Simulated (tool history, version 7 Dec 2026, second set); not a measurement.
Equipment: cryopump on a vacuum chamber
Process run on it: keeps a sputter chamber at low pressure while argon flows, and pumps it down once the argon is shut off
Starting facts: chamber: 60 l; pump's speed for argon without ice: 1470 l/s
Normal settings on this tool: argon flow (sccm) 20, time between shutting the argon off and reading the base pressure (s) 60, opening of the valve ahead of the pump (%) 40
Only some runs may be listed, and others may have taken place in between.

run	hour	argon flow (sccm)	time between shutting the argon off and reading the base pressure (s)	opening of the valve ahead of the pump (%)	pressure while argon flows (Pa)	pressure after the wait (uPa)
1	0	20	60	40	0.06	1.95
2	27.8	20	60	40	0.0615	2
3	52.8	22	60	40	0.0673	2
4	97.9	22	60	40	0.068	2.09
5	133.8	22	60	40	0.068	2.1
6	180.3	20	60	40	0.063	2.23
7	209.7	20	60	40	0.063	2.2
8	236.5	20	60	40	0.0631	2.35
9	280.6	20	60	40	0.0639	2.38
10	325.3	20	60	40	0.0637	2.37
11	357.7	17	60	40	0.0559	2.46
12	382	9	60	40	0.0292	2.63
13	409.8	12	60	40	0.0398	2.6
14	454	12	60	40	0.0407	2.7
# hour 470.7: pump warmed up, emptied and cooled again
15	490	12	60	40	0.035	2.46
16	536.1	12	60	40	0.0353	2.53
17	561.4	20	198	40	0.0587	1.45
18	601.7	20	60	51	0.0468	2.48
19	632.6	34	60	40	0.1006	2.67
20	656.7	24	83	58	0.0501	2.26
21	679.3	24	84	33	0.0873	2.28
22	711.3	24	84	33	0.0875	2.33
23	736.5	35	57	40	0.1054	2.87
24	778.4	35	57	40	0.1072	3.02
25	812.5	11	95	36	0.0362	2.47
26	857.7	11	95	36	0.0377	2.55
27	897.4	16	60	40	0.0503	3.23
28	921.1	20	36	40	0.0629	4.15
29	948.6	20	162	34	0.0739	2.25
30	995.1	19	179	40	0.061	2.31
31	1027.6	19	30	40	0.0611	4.83
32	1067.1	15	165	40	0.0489	2.45
33	1112.1	15	165	40	0.0501	2.65

Each row is a separate what-if for the run after 33, all from the same tool condition, not one after another. Results?
A	1131.7	15	77	40	?	?
B	1131.7	37	57	16	?	?
C	1131.7	39	95	21	?	?
D	1131.7	27	261	35	?	?

run	pressure while argon flows (Pa)	pressure after the wait (uPa)
A	0.0498	3.35
B	0.2828	3.75
C	0.2288	3.18
D	0.1008	2.41
Without the tool's hidden state the same runs would have given:
run	pressure while argon flows (Pa)	pressure after the wait (uPa)
A	0.0432	1.42
B	0.2667	1.83
C	0.2119	1.2
D	0.089	0.53
